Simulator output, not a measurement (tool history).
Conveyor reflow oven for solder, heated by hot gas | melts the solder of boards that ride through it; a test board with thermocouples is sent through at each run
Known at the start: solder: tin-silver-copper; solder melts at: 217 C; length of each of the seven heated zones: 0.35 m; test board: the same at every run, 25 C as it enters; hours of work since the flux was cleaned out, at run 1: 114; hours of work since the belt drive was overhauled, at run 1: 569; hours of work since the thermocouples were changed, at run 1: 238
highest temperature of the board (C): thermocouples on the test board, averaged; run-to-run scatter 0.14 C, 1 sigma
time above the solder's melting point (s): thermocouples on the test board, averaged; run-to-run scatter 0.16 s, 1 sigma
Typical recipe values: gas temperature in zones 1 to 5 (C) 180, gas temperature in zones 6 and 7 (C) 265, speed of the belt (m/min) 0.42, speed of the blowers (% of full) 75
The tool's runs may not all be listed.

| run | day | gas temperature in zones 1 to 5 (C) | gas temperature in zones 6 and 7 (C) | speed of the belt (m/min) | speed of the blowers (% of full) | hours of work since the flux was cleaned out | hours of work since the belt drive was overhauled | hours of work since the thermocouples were changed | highest temperature of the board (C) | time above the solder's melting point (s) |
|---|---|---|---|---|---|---|---|---|---|---|
| 1 | 0 | 180 | 265 | 0.42 | 75 | 114 | 569 | 238 | 251.7 | 78.3 |
| 2 | 1.408 | 180 | 265 | 0.42 | 75 | 133 | 589 | 257 | 251.8 | 78.2 |
| 3 | 2.85 | 180 | 265 | 0.42 | 75 | 153 | 608 | 277 | 252.1 | 78.6 |
| 4 | 3.967 | 180 | 265 | 0.42 | 75 | 169 | 624 | 292 | 251.7 | 78.2 |
| 5 | 6.158 | 180 | 265 | 0.42 | 75 | 199 | 654 | 322 | 251.5 | 78.1 |
| 6 | 7.65 | 180 | 265 | 0.42 | 75 | 219 | 674 | 343 | 251.6 | 77.9 |
| 7 | 8.975 | 180 | 265 | 0.42 | 75 | 238 | 693 | 361 | 251.7 | 78.1 |
| 8 | 10.796 | 180 | 265 | 0.42 | 75 | 263 | 718 | 386 | 251.5 | 77.8 |
| 9 | 12.671 | 180 | 265 | 0.42 | 75 | 288 | 743 | 412 | 251.7 | 77.5 |
|  | 13.35 | belt drive overhauled, speed set with a stopwatch |
| 10 | 15.167 | 180 | 265 | 0.42 | 75 | 320 | 25 | 444 | 250.9 | 76.9 |
| 11 | 17.442 | 180 | 276 | 0.42 | 75 | 352 | 56 | 475 | 260.6 | 84.2 |
|  | 19.596 | flux residue cleaned out of gas plates and filters |
| 12 | 19.967 | 180 | 276 | 0.42 | 75 | 5 | 88 | 507 | 260.3 | 83.9 |
| 13 | 22.004 | 180 | 276 | 0.42 | 75 | 33 | 116 | 535 | 259.9 | 83.7 |
|  | 23.375 | flux residue cleaned out of gas plates and filters, once more |
|  | 23.612 | thermocouples of zones 6 and 7 changed |
| 14 | 24.788 | 185 | 278 | 0.486 | 70 | 18 | 151 | 16 | 259.3 | 73.5 |
| 15 | 26.004 | 179 | 265 | 0.345 | 75 | 35 | 167 | 33 | 256.9 | 101.4 |
| 16 | 28.221 | 169 | 278 | 0.479 | 52 | 66 | 198 | 63 | 251.8 | 61.1 |
| 17 | 30.104 | 191 | 278 | 0.441 | 89 | 91 | 224 | 89 | 265.7 | 89.1 |
| 18 | 31.696 | 180 | 278 | 0.441 | 54 | 113 | 246 | 111 | 257.8 | 77.6 |
| 19 | 33.438 | 167 | 275 | 0.395 | 59 | 137 | 270 | 135 | 257.9 | 81.9 |
| 20 | 35.679 | 167 | 275 | 0.395 | 59 | 168 | 300 | 166 | 257.9 | 81.6 |
| 21 | 37.375 | 180 | 274 | 0.436 | 75 | 191 | 324 | 189 | 258.6 | 80 |

Selected run-to-run steps in highest temperature of the board (C), each split into two signed amounts: the part the tool would show with no hidden state at all (from settings, incoming material and random variation), and the remainder, which goes to the hidden state together with any gauge scatter not common to the measured and the hidden-state-free results:
Hidden state present: heat that the gas passes to the board, % of a clean oven's; belt's true speed, % of the reading; true gas temperature in zones 6 and 7 over the reading, C; drift of the gauge itself on peak_c, C; drift of the gauge itself on liquid_s, %.
Run 9 -> 10: belt drive overhauled, speed set with a stopwatch. highest temperature of the board (C) -0.8: hidden state -0.4, all else -0.4.
Run 10 -> 11: gas temperature in zones 6 and 7 (C) 265 -> 276. highest temperature of the board (C) +9.7: hidden state -0.2, all else +9.9.
Run 13 -> 14: gas temperature in zones 1 to 5 (C) 180 -> 185, gas temperature in zones 6 and 7 (C) 276 -> 278, speed of the belt (m/min) 0.42 -> 0.486, speed of the blowers (% of full) 75 -> 70, flux residue cleaned out of gas plates and filters, once more, thermocouples of zones 6 and 7 changed. highest temperature of the board (C) -0.6: hidden state +2, all else -2.6.
Run 16 -> 17: gas temperature in zones 1 to 5 (C) 169 -> 191, speed of the belt (m/min) 0.479 -> 0.441, speed of the blowers (% of full) 52 -> 89. highest temperature of the board (C) +13.9: hidden state +0.1, all else +13.8.
